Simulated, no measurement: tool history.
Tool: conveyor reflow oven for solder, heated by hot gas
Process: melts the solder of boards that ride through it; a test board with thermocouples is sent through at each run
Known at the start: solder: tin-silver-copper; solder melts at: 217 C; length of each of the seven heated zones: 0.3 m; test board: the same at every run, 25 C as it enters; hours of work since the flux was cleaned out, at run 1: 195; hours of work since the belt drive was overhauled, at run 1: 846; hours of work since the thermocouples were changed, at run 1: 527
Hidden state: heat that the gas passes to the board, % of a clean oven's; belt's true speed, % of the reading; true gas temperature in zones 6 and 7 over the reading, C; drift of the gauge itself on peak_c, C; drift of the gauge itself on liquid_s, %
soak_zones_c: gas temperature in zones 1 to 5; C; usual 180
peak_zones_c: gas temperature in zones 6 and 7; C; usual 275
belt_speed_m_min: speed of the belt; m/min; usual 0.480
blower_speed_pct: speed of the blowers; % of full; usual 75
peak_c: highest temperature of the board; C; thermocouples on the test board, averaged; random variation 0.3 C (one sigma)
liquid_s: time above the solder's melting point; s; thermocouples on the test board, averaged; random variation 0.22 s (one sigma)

run	day	soak_zones_c	peak_zones_c	belt_speed_m_min	blower_speed_pct	hours of work since the flux was cleaned out	hours of work since the belt drive was overhauled	hours of work since the thermocouples were changed	peak_c	liquid_s
1	0.000	180	275	0.480	75	195	846	527	259.9	62.8
2	1.662	180	275	0.480	75	224	875	556	260.0	62.7
3	2.600	180	275	0.480	75	240	891	572	260.1	62.9
4	3.508	181	275	0.480	75	256	907	588	259.2	62.9
5	4.650	181	275	0.480	75	276	927	608	259.7	63.3
6	5.408	193	275	0.480	75	289	940	621	260.9	69.2
7	6.867	193	275	0.480	75	314	966	646	261.5	69.0
8	8.371	180	275	0.480	75	340	992	672	259.6	62.8
9	9.750	180	275	0.480	75	364	1016	696	259.4	62.8
10	11.142	180	275	0.480	75	388	1040	720	259.6	63.0
11	12.025	180	275	0.480	75	404	1055	736	259.3	63.0
# day 12.888: belt drive overhauled, speed set with a stopwatch
12	12.933	180	275	0.462	67	417	1	749	259.5	65.2
# day 13.888: flux residue cleaned out of gas plates and filters
13	14.158	180	275	0.462	67	5	18	766	259.4	65.3
14	15.625	180	275	0.390	54	30	44	792	262.4	79.3
15	16.975	190	275	0.390	57	54	67	815	264.2	85.7
16	17.983	168	275	0.573	57	71	85	833	246.5	39.4
17	19.288	180	275	0.527	72	94	108	856	256.3	54.6
18	20.625	180	274	0.480	87	117	131	879	260.8	63.2
19	21.825	180	274	0.480	87	138	152	900	260.4	63.5
20	23.225	183	276	0.395	74	162	176	924	266.3	82.4
21	24.917	183	276	0.395	74	192	206	953	266.6	82.5
22	25.646	181	278	0.395	89	204	218	966	269.3	83.0

3 ways to go on from here, each from the tool as it stands after run 22. What would each give?
A	26.983	166	267	0.480	86	228	242	989	?	?
B	26.983	178	271	0.478	75	228	242	989	?	?
C	26.983	177	290	0.480	67	228	242	989	?	?

run	peak_c	liquid_s
A	251.6	53.6
B	256.0	60.1
C	271.0	67.7
Without the tool's hidden state the same runs would have given:
run	peak_c	liquid_s
A	251.6	53.6
B	255.9	60.1
C	271.0	67.7
